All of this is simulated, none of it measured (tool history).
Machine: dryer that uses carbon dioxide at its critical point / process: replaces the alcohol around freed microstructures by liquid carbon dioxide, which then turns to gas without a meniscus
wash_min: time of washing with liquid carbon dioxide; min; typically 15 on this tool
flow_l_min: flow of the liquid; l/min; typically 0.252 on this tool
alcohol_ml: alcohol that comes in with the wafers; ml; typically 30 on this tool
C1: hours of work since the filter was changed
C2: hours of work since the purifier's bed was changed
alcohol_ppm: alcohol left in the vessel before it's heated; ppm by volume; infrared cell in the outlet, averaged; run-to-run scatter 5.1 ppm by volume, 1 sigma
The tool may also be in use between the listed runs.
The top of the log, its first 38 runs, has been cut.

run 39 hour=253.9 | wash_min=13 flow_l_min=0.17 alcohol_ml=118 | C1=171 C2=349 | alcohol_ppm=5764
run 40 hour=263 | wash_min=15 flow_l_min=0.286 alcohol_ml=20 | C1=176 C2=354 | alcohol_ppm=73
run 41 hour=266.9 | wash_min=13 flow_l_min=0.252 alcohol_ml=30 | C1=178 C2=357 | alcohol_ppm=269
run 42 hour=276.1 | wash_min=21 flow_l_min=0.252 alcohol_ml=30 | C1=184 C2=362 | alcohol_ppm=62
run 43 hour=282.8 | wash_min=12 flow_l_min=0.406 alcohol_ml=108 | C1=188 C2=366 | alcohol_ppm=94
run 44 hour=287.3 | wash_min=16 flow_l_min=0.293 alcohol_ml=22 | C1=191 C2=369 | alcohol_ppm=79
run 45 hour=292 | wash_min=16 flow_l_min=0.343 alcohol_ml=92 | C1=193 C2=372 | alcohol_ppm=67
run 46 hour=299.3 | wash_min=16 flow_l_min=0.343 alcohol_ml=92 | C1=198 C2=376 | alcohol_ppm=67
run 47 hour=307.3 | wash_min=16 flow_l_min=0.343 alcohol_ml=92 | C1=202 C2=381 | alcohol_ppm=61
run 48 hour=312.3 | wash_min=13 flow_l_min=0.271 alcohol_ml=22 | C1=205 C2=384 | alcohol_ppm=163

Forecast each of these 3 alternatives for the next run:
run A hour=320.5 | wash_min=19 flow_l_min=0.343 alcohol_ml=71 | C1=210 C2=389 | alcohol_ppm=?
run B hour=320.5 | wash_min=11 flow_l_min=0.421 alcohol_ml=26 | C1=210 C2=389 | alcohol_ppm=?
run C hour=320.5 | wash_min=15 flow_l_min=0.271 alcohol_ml=33 | C1=210 C2=389 | alcohol_ppm=?

run=A alcohol_ppm=53
run=B alcohol_ppm=78
run=C alcohol_ppm=117
Take away the tool's hidden state, keep each run's random variation, and the runs would have read:
run=A alcohol_ppm=0
run=B alcohol_ppm=20
run=C alcohol_ppm=46
